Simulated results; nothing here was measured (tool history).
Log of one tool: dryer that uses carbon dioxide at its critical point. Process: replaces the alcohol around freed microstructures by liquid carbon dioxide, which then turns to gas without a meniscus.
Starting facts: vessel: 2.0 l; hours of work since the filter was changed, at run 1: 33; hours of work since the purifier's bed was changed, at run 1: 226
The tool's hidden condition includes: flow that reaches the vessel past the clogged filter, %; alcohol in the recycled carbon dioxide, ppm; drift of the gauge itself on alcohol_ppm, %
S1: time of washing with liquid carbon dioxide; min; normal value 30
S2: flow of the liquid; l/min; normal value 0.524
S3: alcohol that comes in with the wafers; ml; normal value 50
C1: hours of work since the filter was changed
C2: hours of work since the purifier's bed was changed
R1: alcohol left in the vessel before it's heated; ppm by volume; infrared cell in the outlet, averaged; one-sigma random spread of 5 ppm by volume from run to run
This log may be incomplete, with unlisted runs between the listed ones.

run  hour  S1     S2  S3  C1   C2   R1
  1   0.0  30  0.524  50  33  226   54
  2   9.1  30  0.524  50  38  232   57
  3  23.2  30  0.524  50  48  241   61
  4  38.3  23  0.524  50  58  251  138
  5  46.3  31  0.524  50  63  256   63
  6  52.6  30  0.524  50  67  260   66

Run 7, settings as shown, results not yet in. Your forecast:
  7  63.7  31  0.524  50  74  268   ?

R1: 59 ppm by volume
Were there no unlogged condition in the tool, this run, its random variation unchanged, would have produced R1 10 ppm by volume.
